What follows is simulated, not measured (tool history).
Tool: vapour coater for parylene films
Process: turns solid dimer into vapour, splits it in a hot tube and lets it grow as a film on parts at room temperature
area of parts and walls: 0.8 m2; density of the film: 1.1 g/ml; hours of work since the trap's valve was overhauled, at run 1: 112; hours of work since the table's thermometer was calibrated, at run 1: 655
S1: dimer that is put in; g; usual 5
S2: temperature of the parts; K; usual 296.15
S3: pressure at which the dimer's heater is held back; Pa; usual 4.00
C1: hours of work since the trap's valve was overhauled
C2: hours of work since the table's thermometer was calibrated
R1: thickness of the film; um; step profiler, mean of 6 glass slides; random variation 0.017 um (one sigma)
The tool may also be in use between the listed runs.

{"run": 1, "hour": 0.0, "S1": 5, "S2": 296.15, "S3": 4.0, "C1": 112, "C2": 655, "R1": 2.56}
{"run": 2, "hour": 30.2, "S1": 5, "S2": 296.15, "S3": 4.0, "C1": 131, "C2": 674, "R1": 2.5}
{"run": 3, "hour": 54.9, "S1": 5, "S2": 292.15, "S3": 4.0, "C1": 147, "C2": 690, "R1": 2.86}
{"run": 4, "hour": 73.5, "S1": 5, "S2": 292.15, "S3": 4.0, "C1": 159, "C2": 702, "R1": 2.81}
{"run": 5, "hour": 94.6, "S1": 5, "S2": 296.15, "S3": 9.71, "C1": 172, "C2": 715, "R1": 2.09}
{"run": 6, "hour": 123.7, "S1": 5, "S2": 296.15, "S3": 4.0, "C1": 191, "C2": 733, "R1": 2.42}
{"run": 7, "hour": 139.8, "S1": 5, "S2": 296.15, "S3": 3.68, "C1": 201, "C2": 744, "R1": 2.48}
{"hour": 172.9, "done": "trap's valve overhauled"}
{"run": 8, "hour": 173.4, "S1": 5, "S2": 296.15, "S3": 2.29, "C1": 0, "C2": 762, "R1": 2.6}
{"run": 9, "hour": 193.8, "S1": 5, "S2": 296.15, "S3": 2.29, "C1": 13, "C2": 775, "R1": 2.55}
{"run": 10, "hour": 208.8, "S1": 5, "S2": 296.15, "S3": 4.0, "C1": 23, "C2": 785, "R1": 2.28}
{"run": 11, "hour": 222.2, "S1": 5, "S2": 288.15, "S3": 4.0, "C1": 31, "C2": 793, "R1": 2.95}
{"run": 12, "hour": 235.6, "S1": 5, "S2": 297.15, "S3": 4.0, "C1": 40, "C2": 802, "R1": 2.19}
{"run": 13, "hour": 264.9, "S1": 5, "S2": 296.15, "S3": 4.0, "C1": 58, "C2": 820, "R1": 2.22}
{"run": 14, "hour": 280.4, "S1": 5, "S2": 296.15, "S3": 4.0, "C1": 68, "C2": 830, "R1": 2.22}
{"run": 15, "hour": 301.0, "S1": 5, "S2": 296.15, "S3": 4.0, "C1": 81, "C2": 843, "R1": 2.19}
{"run": 16, "hour": 328.0, "S1": 5, "S2": 296.15, "S3": 4.0, "C1": 98, "C2": 860, "R1": 2.17}
{"hour": 344.2, "done": "trap's valve overhauled, once more"}
{"run": 17, "hour": 347.3, "S1": 5, "S2": 296.15, "S3": 4.0, "C1": 2, "C2": 870, "R1": 2.66}
{"run": 18, "hour": 375.3, "S1": 5, "S2": 296.15, "S3": 2.41, "C1": 20, "C2": 888, "R1": 2.94}
{"run": 19, "hour": 395.6, "S1": 8, "S2": 296.15, "S3": 4.0, "C1": 33, "C2": 901, "R1": 4.22}
{"run": 20, "hour": 417.3, "S1": 8, "S2": 296.15, "S3": 4.0, "C1": 46, "C2": 914, "R1": 4.19}
{"run": 21, "hour": 431.9, "S1": 8, "S2": 296.15, "S3": 4.0, "C1": 56, "C2": 924, "R1": 4.2}
{"run": 22, "hour": 459.1, "S1": 7, "S2": 296.15, "S3": 4.0, "C1": 73, "C2": 941, "R1": 3.63}
{"run": 23, "hour": 472.2, "S1": 5, "S2": 303.15, "S3": 2.52, "C1": 81, "C2": 949, "R1": 2.22}
{"run": 24, "hour": 497.3, "S1": 5, "S2": 299.15, "S3": 10.72, "C1": 97, "C2": 965, "R1": 1.89}
{"run": 25, "hour": 527.6, "S1": 6, "S2": 297.15, "S3": 4.0, "C1": 116, "C2": 984, "R1": 2.92}
{"run": 26, "hour": 555.7, "S1": 4, "S2": 296.15, "S3": 6.55, "C1": 134, "C2": 1002, "R1": 1.8}
{"run": 27, "hour": 579.0, "S1": 4, "S2": 297.15, "S3": 4.0, "C1": 149, "C2": 1017, "R1": 1.92}
{"run": 28, "hour": 605.4, "S1": 4, "S2": 297.15, "S3": 3.49, "C1": 165, "C2": 1034, "R1": 1.92}
{"run": 29, "hour": 623.6, "S1": 8, "S2": 301.15, "S3": 4.17, "C1": 177, "C2": 1045, "R1": 3.29}
{"run": 30, "hour": 636.0, "S1": 5, "S2": 296.15, "S3": 9.67, "C1": 185, "C2": 1053, "R1": 2.06}
{"run": 31, "hour": 658.5, "S1": 5, "S2": 294.15, "S3": 10.49, "C1": 199, "C2": 1067, "R1": 2.14}
{"run": 32, "hour": 687.5, "S1": 5, "S2": 294.15, "S3": 10.49, "C1": 217, "C2": 1086, "R1": 2.11}
{"hour": 696.4, "done": "trap's valve overhauled"}
{"run": 33, "hour": 720.5, "S1": 5, "S2": 294.15, "S3": 10.49, "C1": 15, "C2": 1104, "R1": 2.42}
{"run": 34, "hour": 746.3, "S1": 5, "S2": 290.15, "S3": 4.11, "C1": 32, "C2": 1120, "R1": 3.21}
{"run": 35, "hour": 769.7, "S1": 5, "S2": 290.15, "S3": 4.11, "C1": 46, "C2": 1135, "R1": 3.18}
{"run": 36, "hour": 781.9, "S1": 5, "S2": 290.15, "S3": 4.11, "C1": 54, "C2": 1143, "R1": 3.2}
{"run": 37, "hour": 807.2, "S1": 5, "S2": 290.15, "S3": 4.11, "C1": 70, "C2": 1159, "R1": 3.19}
{"run": 38, "hour": 822.0, "S1": 5, "S2": 290.15, "S3": 4.11, "C1": 80, "C2": 1168, "R1": 3.17}
{"run": 39, "hour": 847.9, "S1": 5, "S2": 292.15, "S3": 3.0, "C1": 96, "C2": 1185, "R1": 3.11}
{"run": 40, "hour": 863.5, "S1": 5, "S2": 292.15, "S3": 3.0, "C1": 106, "C2": 1195, "R1": 3.07}
{"run": 41, "hour": 887.3, "S1": 5, "S2": 292.15, "S3": 3.0, "C1": 121, "C2": 1210, "R1": 3.07}

Forecast each of these 5 alternatives for the next run:
{"run": "A", "hour": 900.8, "S1": 5, "S2": 292.15, "S3": 2.16, "C1": 129, "C2": 1218, "R1": "?"}
{"run": "B", "hour": 900.8, "S1": 3, "S2": 292.15, "S3": 3.0, "C1": 129, "C2": 1218, "R1": "?"}
{"run": "C", "hour": 900.8, "S1": 9, "S2": 295.15, "S3": 2.42, "C1": 129, "C2": 1218, "R1": "?"}
{"run": "D", "hour": 900.8, "S1": 2, "S2": 289.15, "S3": 2.51, "C1": 129, "C2": 1218, "R1": "?"}
{"run": "E", "hour": 900.8, "S1": 3, "S2": 292.15, "S3": 3.0, "C1": 129, "C2": 1218, "R1": "?"}

run=A R1=3.24
run=B R1=1.82
run=C R1=5.17
run=D R1=1.41
run=E R1=1.85
Without the tool's hidden state the same runs would have given:
run=A R1=3.46
run=B R1=1.94
run=C R1=5.52
run=D R1=1.51
run=E R1=1.97

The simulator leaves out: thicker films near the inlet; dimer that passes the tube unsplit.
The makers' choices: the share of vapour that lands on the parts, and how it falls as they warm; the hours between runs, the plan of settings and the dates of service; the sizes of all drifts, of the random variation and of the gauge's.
